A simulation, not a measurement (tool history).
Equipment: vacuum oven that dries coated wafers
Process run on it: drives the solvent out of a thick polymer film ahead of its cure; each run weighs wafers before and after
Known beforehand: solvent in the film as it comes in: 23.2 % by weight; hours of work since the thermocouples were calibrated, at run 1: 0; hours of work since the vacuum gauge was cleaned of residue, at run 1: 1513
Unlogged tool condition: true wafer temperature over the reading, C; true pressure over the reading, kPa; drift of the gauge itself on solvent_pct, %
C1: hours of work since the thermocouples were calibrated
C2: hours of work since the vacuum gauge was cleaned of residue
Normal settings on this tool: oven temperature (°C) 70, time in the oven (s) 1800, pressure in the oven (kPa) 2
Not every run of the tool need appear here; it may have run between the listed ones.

Run 1, hour 0: usual settings; C1 0; C2 1513. Result: solvent left in the film (%) 3.14.
Run 2, hour 44.5: usual settings; C1 22; C2 1535. Result: solvent left in the film (%) 3.1.
Run 3, hour 91.1: usual settings; C1 46; C2 1559. Result: solvent left in the film (%) 3.07.
Run 4, hour 159.7: usual settings but pressure in the oven (kPa) 3.1; C1 80; C2 1593. Result: solvent left in the film (%) 3.93.
Run 5, hour 221.2: usual settings but pressure in the oven (kPa) 3.1; C1 111; C2 1624. Result: solvent left in the film (%) 3.99.
Run 6, hour 298: usual settings; C1 150; C2 1663. Result: solvent left in the film (%) 3.13.
Run 7, hour 358.6: usual settings; C1 180; C2 1693. Result: solvent left in the film (%) 3.1.
Run 8, hour 394: usual settings; C1 198; C2 1711. Result: solvent left in the film (%) 3.09.
Run 9, hour 425.4: usual settings but time in the oven (s) 1320; C1 214; C2 1727. Result: solvent left in the film (%) 4.13.
Run 10, hour 463.2: usual settings but oven temperature (°C) 58; C1 233; C2 1746. Result: solvent left in the film (%) 8.85.
Run 11, hour 519: usual settings but oven temperature (°C) 58; C1 261; C2 1774. Result: solvent left in the film (%) 8.64.
Run 12, hour 554.9: usual settings but oven temperature (°C) 58; C1 279; C2 1792. Result: solvent left in the film (%) 8.9.
Run 13, hour 625.5: usual settings but oven temperature (°C) 58; C1 315; C2 1828. Result: solvent left in the film (%) 8.84.
Run 14, hour 699.2: usual settings; C1 352; C2 1865. Result: solvent left in the film (%) 3.14.
At hour 706.8: oven's thermocouples calibrated.
Run 15, hour 760.9: usual settings but time in the oven (s) 1140; C1 27; C2 1895. Result: solvent left in the film (%) 4.64.
Run 16, hour 809.9: usual settings but time in the oven (s) 1140; C1 52; C2 1920. Result: solvent left in the film (%) 4.62.
Run 17, hour 865.7: usual settings but time in the oven (s) 1140; C1 80; C2 1948. Result: solvent left in the film (%) 4.53.
Run 18, hour 921.9: usual settings but time in the oven (s) 1140; C1 108; C2 1976. Result: solvent left in the film (%) 4.78.
Run 19, hour 982.6: usual settings but time in the oven (s) 1140; C1 139; C2 2007. Result: solvent left in the film (%) 4.52.
Run 20, hour 1045.6: usual settings but oven temperature (°C) 64, time in the oven (s) 1980, pressure in the oven (kPa) 4.45; C1 171; C2 2038. Result: solvent left in the film (%) 7.23.
Run 21, hour 1085: usual settings but oven temperature (°C) 73, pressure in the oven (kPa) 4.8; C1 190; C2 2058. Result: solvent left in the film (%) 4.24.
At hour 1142.4: oven's thermocouples calibrated, once more.
Run 22, hour 1142.5: usual settings but oven temperature (°C) 73, time in the oven (s) 2460, pressure in the oven (kPa) 4.8; C1 0; C2 2086. Result: solvent left in the film (%) 4.18.
Run 23, hour 1188.8: usual settings but oven temperature (°C) 73, time in the oven (s) 2460, pressure in the oven (kPa) 4.8; C1 23; C2 2109. Result: solvent left in the film (%) 4.2.
Run 24, hour 1260.8: usual settings but time in the oven (s) 1380, pressure in the oven (kPa) 7.41; C1 60; C2 2146. Result: solvent left in the film (%) 8.01.
Run 25, hour 1336.9: usual settings but time in the oven (s) 1380, pressure in the oven (kPa) 7.41; C1 98; C2 2184. Result: solvent left in the film (%) 8.15.
Run 26, hour 1382.1: usual settings but oven temperature (°C) 73, time in the oven (s) 2520, pressure in the oven (kPa) 7.7; C1 121; C2 2207. Result: solvent left in the film (%) 6.36.
Run 27, hour 1444: usual settings but oven temperature (°C) 75, time in the oven (s) 1260, pressure in the oven (kPa) 6.02; C1 152; C2 2238. Result: solvent left in the film (%) 5.24.
Run 28, hour 1510.8: usual settings but oven temperature (°C) 75, time in the oven (s) 1260, pressure in the oven (kPa) 6.02; C1 185; C2 2271. Result: solvent left in the film (%) 5.29.

Each row is a separate what-if for the run after 28, all from the same tool condition, not one after another. Results?
Run A, hour 1546.5: usual settings but oven temperature (°C) 74, time in the oven (s) 1260, pressure in the oven (kPa) 6.02; C1 203; C2 2289. Result: solvent left in the film (%) ?.
Run B, hour 1546.5: usual settings but oven temperature (°C) 84, time in the oven (s) 1260, pressure in the oven (kPa) 2.83; C1 203; C2 2289. Result: solvent left in the film (%) ?.
Run C, hour 1546.5: usual settings but time in the oven (s) 1980, pressure in the oven (kPa) 2.14; C1 203; C2 2289. Result: solvent left in the film (%) ?.
Run D, hour 1546.5: usual settings but oven temperature (°C) 75, time in the oven (s) 1260, pressure in the oven (kPa) 4.05; C1 203; C2 2289. Result: solvent left in the film (%) ?.

run  solvent left in the film (%)
  A                          5.57
  B                          1.83
  C                          3.17
  D                          3.95
The same runs, with their run-to-run variation unchanged, on a tool lacking any hidden condition would have given:
run  solvent left in the film (%)
  A                             5
  B                          1.36
  C                           2.4
  D                          3.37
